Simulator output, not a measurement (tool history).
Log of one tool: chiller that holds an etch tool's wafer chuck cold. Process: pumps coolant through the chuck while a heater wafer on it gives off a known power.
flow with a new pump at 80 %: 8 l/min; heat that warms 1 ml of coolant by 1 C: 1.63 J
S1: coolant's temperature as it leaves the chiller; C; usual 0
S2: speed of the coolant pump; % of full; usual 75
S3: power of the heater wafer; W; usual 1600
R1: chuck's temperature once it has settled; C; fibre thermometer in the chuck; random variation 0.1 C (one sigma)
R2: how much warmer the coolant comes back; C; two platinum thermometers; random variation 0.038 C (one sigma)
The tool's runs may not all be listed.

run 1 hour=0 | S1=0 S2=75 S3=1600 | R1=19.5 R2=7.89
run 2 hour=26.4 | S1=0 S2=75 S3=1600 | R1=19.4 R2=7.85
run 3 hour=63.7 | S1=0 S2=75 S3=1600 | R1=19.3 R2=7.88
run 4 hour=86 | S1=0 S2=75 S3=1946 | R1=23.7 R2=9.64
run 5 hour=107.1 | S1=-4 S2=75 S3=1600 | R1=15.5 R2=7.85
run 6 hour=125.9 | S1=0 S2=69 S3=1600 | R1=20.8 R2=8.6
run 7 hour=153.3 | S1=0 S2=75 S3=1600 | R1=19.6 R2=7.84
run 8 hour=185.3 | S1=0 S2=75 S3=1600 | R1=19.5 R2=7.86
run 9 hour=217.7 | S1=0 S2=75 S3=1600 | R1=19.5 R2=7.8
run 10 hour=252.5 | S1=0 S2=75 S3=1600 | R1=19.4 R2=7.83
run 11 hour=270.6 | S1=0 S2=75 S3=1935 | R1=23.5 R2=9.41
run 12 hour=314.2 | S1=0 S2=75 S3=1935 | R1=23.7 R2=9.48
run 13 hour=348.5 | S1=0 S2=75 S3=1935 | R1=23.7 R2=9.42
run 14 hour=389.1 | S1=0 S2=75 S3=1935 | R1=23.6 R2=9.34
run 15 hour=412 | S1=0 S2=75 S3=1935 | R1=23.7 R2=9.38
run 16 hour=432.6 | S1=9 S2=85 S3=1935 | R1=30.1 R2=8.14
run 17 hour=476.9 | S1=0 S2=64 S3=1600 | R1=22.1 R2=9.2
run 18 hour=511.1 | S1=-10 S2=99 S3=1237 | R1=2 R2=4.26
-- hour=521.7 gauge calibrated
run 19 hour=544.1 | S1=0 S2=65 S3=1767 | R1=24.1 R2=10.25
run 20 hour=582.1 | S1=-9 S2=91 S3=2214 | R1=14.3 R2=8.81
run 21 hour=608.6 | S1=6 S2=66 S3=1283 | R1=23.5 R2=7.19
run 22 hour=632.4 | S1=3 S2=78 S3=1346 | R1=18.9 R2=6.31
run 23 hour=662.8 | S1=3 S2=78 S3=1346 | R1=19.1 R2=6.29
run 24 hour=686.5 | S1=5 S2=75 S3=1082 | R1=18.2 R2=5.3
run 25 hour=718.1 | S1=-1 S2=76 S3=1003 | R1=11 R2=4.86
run 26 hour=742 | S1=-6 S2=67 S3=1785 | R1=17.9 R2=9.97
run 27 hour=786.1 | S1=-10 S2=75 S3=2078 | R1=15.4 R2=10.22
run 28 hour=814.4 | S1=-10 S2=61 S3=2114 | R1=20.3 R2=13.08
run 29 hour=833.2 | S1=-4 S2=61 S3=1018 | R1=10.5 R2=6.18

Forecast each of these 4 alternatives for the next run:
run A hour=854.5 | S1=-2 S2=72 S3=1816 | R1=? R2=?
run B hour=854.5 | S1=0 S2=75 S3=1770 | R1=? R2=?
run C hour=854.5 | S1=10 S2=97 S3=2353 | R1=? R2=?
run D hour=854.5 | S1=4 S2=61 S3=1132 | R1=? R2=?

run=A R1=20.9 R2=9.3
run=B R1=21.7 R2=8.65
run=C R1=33.4 R2=8.61
run=D R1=20.4 R2=6.85
Without the tool's hidden state the same runs would have given:
run=A R1=20.9 R2=9.43
run=B R1=21.7 R2=8.78
run=C R1=33.4 R2=8.74
run=D R1=20.4 R2=6.98
